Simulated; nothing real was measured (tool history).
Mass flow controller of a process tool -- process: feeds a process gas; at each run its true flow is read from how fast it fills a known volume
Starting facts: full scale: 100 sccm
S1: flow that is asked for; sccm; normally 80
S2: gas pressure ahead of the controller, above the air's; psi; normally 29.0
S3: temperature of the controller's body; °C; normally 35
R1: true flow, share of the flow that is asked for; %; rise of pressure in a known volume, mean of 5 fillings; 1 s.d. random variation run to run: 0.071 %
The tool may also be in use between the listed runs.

run,day,S1,S2,S3,R1
1,0.000,80,29.0,35,100.39
2,15.300,80,29.0,35,100.48
3,28.283,80,29.0,35,100.59
4,37.892,80,29.0,35,100.44
5,52.317,80,29.0,35,100.49
6,59.604,20,29.0,35,99.05
7,70.750,20,29.0,35,99.04
8,78.450,80,29.0,35,100.50
9,85.604,80,33.8,35,100.55
10,92.558,80,29.0,21,99.11
11,102.462,80,29.0,21,99.06
12,114.129,80,29.0,21,99.19
13,128.729,80,29.0,35,100.52
14,136.417,80,29.0,35,100.42
15,147.467,80,29.0,35,100.51
16,163.246,80,29.0,20,99.00
17,173.971,80,29.0,20,98.96
18,181.667,80,27.3,20,98.82
19,190.333,80,27.3,20,98.89
20,207.288,80,27.7,35,100.45
21,216.288,80,27.7,35,100.55
22,224.417,80,27.7,35,100.50
23,240.000,80,27.7,35,100.32
24,247.004,80,27.7,35,100.45
25,256.375,80,36.7,35,100.82
26,271.525,80,36.7,35,100.71
27,282.988,50,29.0,31,99.39
28,293.592,80,26.1,36,100.62
29,304.783,21,21.2,32,98.57
30,320.233,28,32.2,39,99.53
31,331.000,12,35.5,22,97.63
32,338.950,20,24.1,30,98.23
33,354.767,27,23.6,30,98.61
34,368.988,80,29.4,40,100.91
35,376.871,80,32.8,34,100.37
36,389.821,80,32.8,34,100.48
# day 406.400: controller's zero set anew
37,406.771,80,32.8,34,100.37
38,415.700,80,32.8,34,100.43
39,427.725,80,32.8,34,100.46
# day 432.183: controller exchanged for a calibrated one
40,438.025,80,32.8,30,100.14
41,450.708,80,32.8,30,100.09
42,462.212,80,32.8,30,99.87
43,477.496,84,35.2,30,100.16
44,488.312,29,35.2,30,98.90
45,499.925,29,31.2,25,98.19
46,507.429,69,37.9,28,99.75
47,521.829,60,37.9,28,99.48

Consider 5 possible next runs. They are alternatives, not a sequence: every one starts from the tool as it was left by run 47. What does each give?
A,535.462,67,29.2,35,?
B,535.462,71,37.9,26,?
C,535.462,47,36.5,24,?
D,535.462,30,29.0,35,?
E,535.462,29,24.2,35,?

run,R1
A,100.16
B,99.58
C,98.82
D,99.33
E,99.01
What these runs would have given with no unlogged condition in the tool:
run,R1
A,100.16
B,99.59
C,98.82
D,99.34
E,99.02
